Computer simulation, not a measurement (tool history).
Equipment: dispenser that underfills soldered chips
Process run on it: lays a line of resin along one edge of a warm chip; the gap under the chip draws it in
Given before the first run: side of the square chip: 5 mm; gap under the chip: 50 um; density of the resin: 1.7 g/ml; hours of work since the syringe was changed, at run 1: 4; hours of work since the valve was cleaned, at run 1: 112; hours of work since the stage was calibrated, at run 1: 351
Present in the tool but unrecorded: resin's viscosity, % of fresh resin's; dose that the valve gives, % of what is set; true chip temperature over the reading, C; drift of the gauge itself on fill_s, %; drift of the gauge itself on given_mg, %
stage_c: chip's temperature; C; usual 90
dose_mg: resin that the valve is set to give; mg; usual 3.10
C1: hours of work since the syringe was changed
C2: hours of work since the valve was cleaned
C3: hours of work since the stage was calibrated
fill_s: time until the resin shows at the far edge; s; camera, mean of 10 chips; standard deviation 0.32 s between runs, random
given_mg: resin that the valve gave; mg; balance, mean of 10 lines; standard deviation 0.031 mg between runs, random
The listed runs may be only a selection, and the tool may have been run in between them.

run 1 hour=0.0 | stage_c=90 dose_mg=3.10 | C1=4 C2=112 C3=351 | fill_s=10.6 given_mg=2.78
-- hour=5.4 new syringe of resin
run 2 hour=7.8 | stage_c=90 dose_mg=3.10 | C1=1 C2=116 C3=356 | fill_s=10.0 given_mg=2.85
-- hour=17.0 new syringe of resin
run 3 hour=17.0 | stage_c=103 dose_mg=3.10 | C1=0 C2=122 C3=361 | fill_s=6.3 given_mg=2.79
-- hour=29.2 new syringe of resin
run 4 hour=30.1 | stage_c=103 dose_mg=3.10 | C1=1 C2=130 C3=369 | fill_s=6.3 given_mg=2.78
-- hour=41.1 new syringe of resin
run 5 hour=41.6 | stage_c=103 dose_mg=3.10 | C1=0 C2=137 C3=377 | fill_s=5.2 given_mg=2.77
-- hour=46.9 dispensing valve cleaned and set on the balance
-- hour=54.3 new syringe of resin
run 6 hour=57.5 | stage_c=103 dose_mg=3.10 | C1=2 C2=6 C3=386 | fill_s=5.8 given_mg=3.04
-- hour=66.0 new syringe of resin
run 7 hour=66.9 | stage_c=103 dose_mg=3.10 | C1=1 C2=12 C3=391 | fill_s=5.2 given_mg=3.05
run 8 hour=76.8 | stage_c=90 dose_mg=2.66 | C1=7 C2=18 C3=398 | fill_s=12.1 given_mg=2.57
-- hour=77.9 new syringe of resin
-- hour=89.4 new syringe of resin
run 9 hour=90.1 | stage_c=84 dose_mg=3.10 | C1=0 C2=26 C3=406 | fill_s=11.8 given_mg=3.01
-- hour=101.6 new syringe of resin
run 10 hour=103.5 | stage_c=90 dose_mg=3.10 | C1=1 C2=35 C3=414 | fill_s=9.5 given_mg=2.98
-- hour=113.2 new syringe of resin
run 11 hour=113.2 | stage_c=90 dose_mg=2.79 | C1=0 C2=41 C3=420 | fill_s=9.3 given_mg=2.67
run 12 hour=123.3 | stage_c=90 dose_mg=2.79 | C1=6 C2=47 C3=426 | fill_s=11.3 given_mg=2.65
-- hour=124.8 new syringe of resin
run 13 hour=132.2 | stage_c=90 dose_mg=3.10 | C1=5 C2=52 C3=432 | fill_s=10.2 given_mg=2.99
-- hour=136.9 new syringe of resin
run 14 hour=143.1 | stage_c=90 dose_mg=3.10 | C1=4 C2=59 C3=438 | fill_s=10.4 given_mg=2.95
-- hour=148.2 new syringe of resin
run 15 hour=155.6 | stage_c=90 dose_mg=3.10 | C1=5 C2=67 C3=446 | fill_s=10.3 given_mg=2.94
-- hour=159.9 new syringe of resin
run 16 hour=169.2 | stage_c=90 dose_mg=3.10 | C1=6 C2=75 C3=454 | fill_s=10.8 given_mg=2.90
-- hour=171.5 new syringe of resin
-- hour=182.9 new syringe of resin
-- hour=184.7 stage's temperature calibrated
run 17 hour=184.9 | stage_c=90 dose_mg=3.10 | C1=1 C2=84 C3=0 | fill_s=10.8 given_mg=2.87
run 18 hour=194.0 | stage_c=98 dose_mg=2.96 | C1=6 C2=90 C3=6 | fill_s=9.5 given_mg=2.77
-- hour=195.3 new syringe of resin
-- hour=207.1 new syringe of resin
run 19 hour=207.2 | stage_c=75 dose_mg=2.91 | C1=0 C2=98 C3=14 | fill_s=19.8 given_mg=2.67
run 20 hour=213.5 | stage_c=98 dose_mg=3.54 | C1=4 C2=102 C3=18 | fill_s=8.1 given_mg=3.25
-- hour=218.4 new syringe of resin
run 21 hour=224.6 | stage_c=91 dose_mg=3.10 | C1=4 C2=109 C3=25 | fill_s=11.3 given_mg=2.81
-- hour=230.6 new syringe of resin
run 22 hour=234.4 | stage_c=101 dose_mg=2.77 | C1=2 C2=115 C3=31 | fill_s=7.9 given_mg=2.50
-- hour=242.3 new syringe of resin
run 23 hour=242.3 | stage_c=92 dose_mg=2.93 | C1=0 C2=119 C3=35 | fill_s=9.7 given_mg=2.65
run 24 hour=253.0 | stage_c=92 dose_mg=2.93 | C1=7 C2=126 C3=42 | fill_s=12.2 given_mg=2.59
-- hour=254.3 new syringe of resin
run 25 hour=261.3 | stage_c=97 dose_mg=3.10 | C1=4 C2=131 C3=47 | fill_s=9.5 given_mg=2.76
-- hour=265.8 new syringe of resin
run 26 hour=272.5 | stage_c=75 dose_mg=3.31 | C1=4 C2=138 C3=54 | fill_s=22.2 given_mg=2.95
-- hour=276.7 dispensing valve cleaned and set on the balance
-- hour=279.0 new syringe of resin
run 27 hour=280.2 | stage_c=81 dose_mg=3.46 | C1=1 C2=2 C3=58 | fill_s=14.2 given_mg=3.52
-- hour=290.6 new syringe of resin
run 28 hour=293.8 | stage_c=80 dose_mg=3.36 | C1=2 C2=10 C3=66 | fill_s=15.4 given_mg=3.36

Run 29 has not been measured yet. What should we expect?
-- hour=302.2 new syringe of resin
run 29 hour=304.9 | stage_c=80 dose_mg=3.36 | C1=2 C2=17 C3=73 | fill_s=? given_mg=?

{"run 29": {"fill_s": 15.9, "given_mg": 3.3}}
On a tool with no hidden condition, and with the same random variation, this run would have come out at fill_s 15.1 s, given_mg 3.35 mg.
